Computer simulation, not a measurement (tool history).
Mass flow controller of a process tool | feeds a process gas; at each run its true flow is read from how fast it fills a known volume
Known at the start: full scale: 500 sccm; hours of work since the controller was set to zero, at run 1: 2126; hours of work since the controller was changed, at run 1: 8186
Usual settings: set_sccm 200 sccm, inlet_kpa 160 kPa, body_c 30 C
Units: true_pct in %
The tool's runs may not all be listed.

run     hour  set_sccm  inlet_kpa  body_c  hours of work since the controller was set to zero  hours of work since the controller was changed  true_pct
  1      0.0       200        160      30                                                2126                                            8186     99.12
  2    275.2       200        160      30                                                2326                                            8386     99.29
  3    450.1       200        160      22                                                2452                                            8512    100.12
  4    657.5       200        160      29                                                2603                                            8663     99.40
  5    903.7       200        160      29                                                2781                                            8841     99.30
  6   1080.0       200        160      29                                                2909                                            8969     99.34
  7   1238.6       200        160      29                                                3023                                            9083     99.35
  8   1440.6       200        160      29                                                3170                                            9230     99.16
  9   1581.4       200        160      29                                                3272                                            9332     99.21
 10   1712.0       200        160      29                                                3366                                            9426     99.20
 11   1968.1       200        160      29                                                3552                                            9612     99.24
 12   2116.1       200        160      29                                                3659                                            9719     99.28
 13   2375.5       200        160      28                                                3847                                            9907     99.42
 14   2639.4       139        160      30                                                4038                                           10098     99.10
 15   2779.6       139        160      30                                                4140                                           10200     98.99
 16   2946.4       200        160      38                                                4261                                           10321     98.22
 17   3182.3       200        160      30                                                4431                                           10491     99.24
 18   3447.3       200        160      30                                                4623                                           10683     99.20
 19   3687.9       200        160      30                                                4798                                           10858     99.14
 20   3974.7       200        160      30                                                5005                                           11065     99.17
 21   4216.0       200        160      30                                                5180                                           11240     99.39
      4438.7  -- controller exchanged for a calibrated one
 22   4511.3       200        160      30                                                  53                                              53     99.31
 23   4672.0       200        160      30                                                 169                                             169     99.16
 24   4902.2       200        160      30                                                 336                                             336     99.19
 25   5163.8       200        149      35                                                 525                                             525     98.57
 26   5293.1       241        171      37                                                 619                                             619     98.47
 27   5597.1       241        171      37                                                 839                                             839     98.41
 28   5906.0       241        171      37                                                1063                                            1063     98.45
 29   6053.5       208        160      26                                                1170                                            1170     99.46
 30   6318.9       131        189      21                                                1362                                            1362     99.90
 31   6515.6       131        189      21                                                1504                                            1504     99.95
 32   6680.8       200        266      24                                                1624                                            1624     99.08
 33   6924.6       200        169      26                                                1801                                            1801     99.60
 34   7184.3        79        160      32                                                1989                                            1989     98.73
 35   7385.1        60        221      31                                                2134                                            2134     98.60
 36   7642.0        60        221      31                                                2320                                            2320     98.34
 37   7957.5       322        181      22                                                2549                                            2549    100.23
 38   8257.0       322        172      22                                                2766                                            2766    100.24
 39   8408.7       322        172      22                                                2876                                            2876    100.29
 40   8558.1       322        172      22                                                2984                                            2984    100.11
 41   8848.1       200        194      36                                                3194                                            3194     98.36
 42   9069.5       186        222      30                                                3354                                            3354     98.84
 43   9261.9       200        213      23                                                3494                                            3494     99.59
 44   9436.7       476        172      38                                                3620                                            3620     98.70
 45   9635.9       352        160      39                                                3765                                            3765     98.37
 46   9820.0       125        160      38                                                3898                                            3898     98.25
 47  10055.2       201        196      34                                                4068                                            4068     98.56
 48  10270.3       200        170      39                                                4224                                            4224     98.06

Forecast each of these 3 alternatives for the next run:
  A  10578.9       200        160      30                                                4448                                            4448         ?
  B  10578.9       200        149      30                                                4448                                            4448         ?
  C  10578.9       256        160      20                                                4448                                            4448         ?

run  true_pct
  A     99.19
  B     99.12
  C    100.36
Without the tool's hidden state the same runs would have given:
run  true_pct
  A     99.18
  B     99.11
  C    100.35

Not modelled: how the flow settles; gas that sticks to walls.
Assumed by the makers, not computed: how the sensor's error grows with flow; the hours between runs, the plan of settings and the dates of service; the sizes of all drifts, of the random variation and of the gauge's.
